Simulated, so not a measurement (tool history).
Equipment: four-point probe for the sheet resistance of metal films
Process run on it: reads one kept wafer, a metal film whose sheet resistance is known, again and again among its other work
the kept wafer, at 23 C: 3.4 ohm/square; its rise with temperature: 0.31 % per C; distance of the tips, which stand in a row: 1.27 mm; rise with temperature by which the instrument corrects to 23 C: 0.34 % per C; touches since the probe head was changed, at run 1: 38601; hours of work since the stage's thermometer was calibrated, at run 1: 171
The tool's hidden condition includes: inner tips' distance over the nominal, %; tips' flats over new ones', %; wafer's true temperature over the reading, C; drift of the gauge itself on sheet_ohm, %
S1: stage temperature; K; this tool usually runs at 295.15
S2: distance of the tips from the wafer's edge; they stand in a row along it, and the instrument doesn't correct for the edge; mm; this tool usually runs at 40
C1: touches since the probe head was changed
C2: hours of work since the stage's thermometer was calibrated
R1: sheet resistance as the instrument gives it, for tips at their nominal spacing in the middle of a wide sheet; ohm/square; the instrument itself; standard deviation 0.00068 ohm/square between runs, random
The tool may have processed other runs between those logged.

run,day,S1,S2,C1,C2,R1
1,0.000,295.15,40,38601,171,3.406810
2,3.004,295.15,40,40117,227,3.406046
3,7.208,295.15,40,42240,305,3.407628
4,9.912,294.15,40,43606,355,3.408940
5,14.383,292.15,40,45863,438,3.412748
6,16.521,295.15,40,46942,477,3.409011
7,19.983,295.15,40,48691,542,3.410088
8,22.712,295.15,40,50069,592,3.410569
9,26.592,291.15,40,52027,664,3.415843
10,29.250,291.15,40,53370,713,3.415907
11,31.667,295.15,7,54591,758,3.468287
12,34.779,295.15,7,56162,816,3.469823
13,37.017,295.15,7,57291,857,3.471171

Estimate the outcome of run 14 from the log above:
14,41.633,295.15,7,59621,943,?

Run 14 measured R1 3.470658 ohm/square.
Minus the tool's unlogged condition, the same run would have read R1 3.460098 ohm/square.
